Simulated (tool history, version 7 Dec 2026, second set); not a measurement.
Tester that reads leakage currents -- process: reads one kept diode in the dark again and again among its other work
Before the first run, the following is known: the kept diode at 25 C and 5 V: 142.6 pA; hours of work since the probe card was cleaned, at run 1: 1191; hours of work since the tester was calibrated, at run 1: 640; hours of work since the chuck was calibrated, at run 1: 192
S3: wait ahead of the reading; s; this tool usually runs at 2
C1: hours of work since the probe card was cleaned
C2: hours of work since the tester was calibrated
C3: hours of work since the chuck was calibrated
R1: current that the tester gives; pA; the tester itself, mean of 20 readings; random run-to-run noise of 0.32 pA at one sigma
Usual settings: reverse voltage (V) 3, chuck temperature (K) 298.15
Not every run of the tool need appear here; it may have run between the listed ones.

{"run": 1, "hour": 0.0, "reverse voltage (V)": 3, "chuck temperature (K)": 298.15, "S3": 2, "C1": 1191, "C2": 640, "C3": 192, "R1": 107.59}
{"run": 2, "hour": 53.8, "reverse voltage (V)": 3, "chuck temperature (K)": 298.15, "S3": 2, "C1": 1222, "C2": 672, "C3": 224, "R1": 107.71}
{"run": 3, "hour": 89.9, "reverse voltage (V)": 3, "chuck temperature (K)": 298.15, "S3": 2, "C1": 1244, "C2": 693, "C3": 245, "R1": 107.26}
{"run": 4, "hour": 144.2, "reverse voltage (V)": 3, "chuck temperature (K)": 298.15, "S3": 3.54, "C1": 1276, "C2": 725, "C3": 277, "R1": 107.07}
{"run": 5, "hour": 206.9, "reverse voltage (V)": 3, "chuck temperature (K)": 298.15, "S3": 1.27, "C1": 1313, "C2": 762, "C3": 314, "R1": 106.46}
{"run": 6, "hour": 256.5, "reverse voltage (V)": 3, "chuck temperature (K)": 298.15, "S3": 2, "C1": 1342, "C2": 791, "C3": 344, "R1": 106.76}
{"run": 7, "hour": 300.0, "reverse voltage (V)": 3, "chuck temperature (K)": 298.15, "S3": 2, "C1": 1368, "C2": 817, "C3": 369, "R1": 106.63}
{"run": 8, "hour": 362.5, "reverse voltage (V)": 3, "chuck temperature (K)": 298.15, "S3": 2, "C1": 1404, "C2": 854, "C3": 406, "R1": 105.9}
{"run": 9, "hour": 405.0, "reverse voltage (V)": 3, "chuck temperature (K)": 298.15, "S3": 2, "C1": 1429, "C2": 879, "C3": 431, "R1": 105.77}
{"run": 10, "hour": 451.1, "reverse voltage (V)": 3, "chuck temperature (K)": 298.15, "S3": 2, "C1": 1457, "C2": 906, "C3": 458, "R1": 105.08}
{"hour": 481.1, "done": "probe card cleaned and baked"}
{"run": 11, "hour": 504.2, "reverse voltage (V)": 3, "chuck temperature (K)": 298.15, "S3": 2, "C1": 14, "C2": 936, "C3": 488, "R1": 100.3}
{"run": 12, "hour": 558.0, "reverse voltage (V)": 3, "chuck temperature (K)": 298.15, "S3": 2, "C1": 45, "C2": 967, "C3": 519, "R1": 100.43}
{"run": 13, "hour": 611.0, "reverse voltage (V)": 3, "chuck temperature (K)": 298.15, "S3": 0.82, "C1": 77, "C2": 998, "C3": 551, "R1": 99.94}
{"run": 14, "hour": 665.3, "reverse voltage (V)": 3, "chuck temperature (K)": 298.15, "S3": 0.82, "C1": 109, "C2": 1030, "C3": 583, "R1": 100.36}
{"run": 15, "hour": 696.3, "reverse voltage (V)": 3, "chuck temperature (K)": 298.15, "S3": 0.82, "C1": 127, "C2": 1049, "C3": 601, "R1": 101.05}
{"run": 16, "hour": 751.9, "reverse voltage (V)": 4.68, "chuck temperature (K)": 298.15, "S3": 2, "C1": 160, "C2": 1082, "C3": 634, "R1": 128.83}
{"run": 17, "hour": 813.9, "reverse voltage (V)": 4.68, "chuck temperature (K)": 298.15, "S3": 2, "C1": 196, "C2": 1118, "C3": 670, "R1": 128.95}
{"run": 18, "hour": 849.4, "reverse voltage (V)": 4.68, "chuck temperature (K)": 298.15, "S3": 2, "C1": 217, "C2": 1139, "C3": 691, "R1": 128.96}
{"run": 19, "hour": 883.0, "reverse voltage (V)": 3, "chuck temperature (K)": 298.15, "S3": 2, "C1": 237, "C2": 1159, "C3": 711, "R1": 98.66}
{"run": 20, "hour": 939.4, "reverse voltage (V)": 1.22, "chuck temperature (K)": 298.15, "S3": 2, "C1": 270, "C2": 1192, "C3": 744, "R1": 58.01}
{"run": 21, "hour": 990.4, "reverse voltage (V)": 13.37, "chuck temperature (K)": 318.15, "S3": 2, "C1": 300, "C2": 1222, "C3": 774, "R1": 1466.31}
{"run": 22, "hour": 1049.5, "reverse voltage (V)": 13.37, "chuck temperature (K)": 316.15, "S3": 7.24, "C1": 335, "C2": 1257, "C3": 809, "R1": 1233.38}
{"run": 23, "hour": 1081.5, "reverse voltage (V)": 4.31, "chuck temperature (K)": 298.15, "S3": 3.51, "C1": 354, "C2": 1276, "C3": 828, "R1": 121.1}
{"run": 24, "hour": 1116.3, "reverse voltage (V)": 4.8, "chuck temperature (K)": 298.15, "S3": 2, "C1": 374, "C2": 1296, "C3": 848, "R1": 128.69}
{"run": 25, "hour": 1143.7, "reverse voltage (V)": 3.8, "chuck temperature (K)": 295.15, "S3": 4.9, "C1": 390, "C2": 1312, "C3": 865, "R1": 83.11}
{"run": 26, "hour": 1202.6, "reverse voltage (V)": 1.78, "chuck temperature (K)": 314.15, "S3": 7, "C1": 425, "C2": 1347, "C3": 899, "R1": 315.14}
{"run": 27, "hour": 1231.2, "reverse voltage (V)": 2.38, "chuck temperature (K)": 314.15, "S3": 7, "C1": 442, "C2": 1364, "C3": 916, "R1": 371.27}
{"run": 28, "hour": 1266.7, "reverse voltage (V)": 2.23, "chuck temperature (K)": 324.15, "S3": 0.81, "C1": 463, "C2": 1385, "C3": 937, "R1": 839.57}
{"run": 29, "hour": 1294.4, "reverse voltage (V)": 1.33, "chuck temperature (K)": 308.15, "S3": 6.09, "C1": 479, "C2": 1401, "C3": 953, "R1": 153.09}
{"run": 30, "hour": 1336.3, "reverse voltage (V)": 1.33, "chuck temperature (K)": 308.15, "S3": 6.09, "C1": 504, "C2": 1426, "C3": 978, "R1": 152.77}
{"run": 31, "hour": 1389.4, "reverse voltage (V)": 1.33, "chuck temperature (K)": 308.15, "S3": 6.09, "C1": 535, "C2": 1457, "C3": 1009, "R1": 151.39}
{"run": 32, "hour": 1421.5, "reverse voltage (V)": 1.33, "chuck temperature (K)": 308.15, "S3": 6.09, "C1": 554, "C2": 1476, "C3": 1028, "R1": 152.43}
{"run": 33, "hour": 1482.1, "reverse voltage (V)": 3, "chuck temperature (K)": 323.15, "S3": 4.14, "C1": 590, "C2": 1512, "C3": 1064, "R1": 912.84}
{"run": 34, "hour": 1542.0, "reverse voltage (V)": 1.03, "chuck temperature (K)": 332.15, "S3": 0.39, "C1": 625, "C2": 1547, "C3": 1099, "R1": 1009.63}
{"run": 35, "hour": 1588.0, "reverse voltage (V)": 1.03, "chuck temperature (K)": 332.15, "S3": 0.39, "C1": 652, "C2": 1574, "C3": 1126, "R1": 1013.01}
{"run": 36, "hour": 1644.6, "reverse voltage (V)": 1.81, "chuck temperature (K)": 310.15, "S3": 1.59, "C1": 686, "C2": 1608, "C3": 1160, "R1": 217.4}
{"run": 37, "hour": 1684.0, "reverse voltage (V)": 1.81, "chuck temperature (K)": 310.15, "S3": 1.59, "C1": 709, "C2": 1631, "C3": 1183, "R1": 215.82}
{"run": 38, "hour": 1714.6, "reverse voltage (V)": 1.2, "chuck temperature (K)": 320.15, "S3": 1.27, "C1": 727, "C2": 1649, "C3": 1201, "R1": 407.65}
{"run": 39, "hour": 1751.8, "reverse voltage (V)": 9.31, "chuck temperature (K)": 303.15, "S3": 4.29, "C1": 749, "C2": 1671, "C3": 1223, "R1": 295.79}

Some steps in R1, run to run, broken into two amounts with sign: the step expected even without the hidden condition (settings, incoming material, random variation), and the rest, left for the hidden condition together with whatever gauge scatter is not in both the measured and the hidden-condition-free result:
What the log doesn't record here: stray current of the dirty probe card, pA a volt; current scale over the true one, %; true chuck temperature over the reading, C; drift of the gauge itself on leakage_pa, %.
Run 20 -> 21: reverse voltage (V) 1.22 -> 13.37, chuck temperature (K) 298.15 -> 318.15. R1 +1408.3 pA: hidden state -109.65, all else +1517.95.
Run 22 -> 23: reverse voltage (V) 13.37 -> 4.31, chuck temperature (K) 316.15 -> 298.15, S3 7.24 -> 3.51. R1 -1112.28 pA: hidden state +91.08, all else -1203.36.
Run 35 -> 36: reverse voltage (V) 1.03 -> 1.81, chuck temperature (K) 332.15 -> 310.15, S3 0.39 -> 1.59. R1 -795.61 pA: hidden state +83.66, all else -879.27.
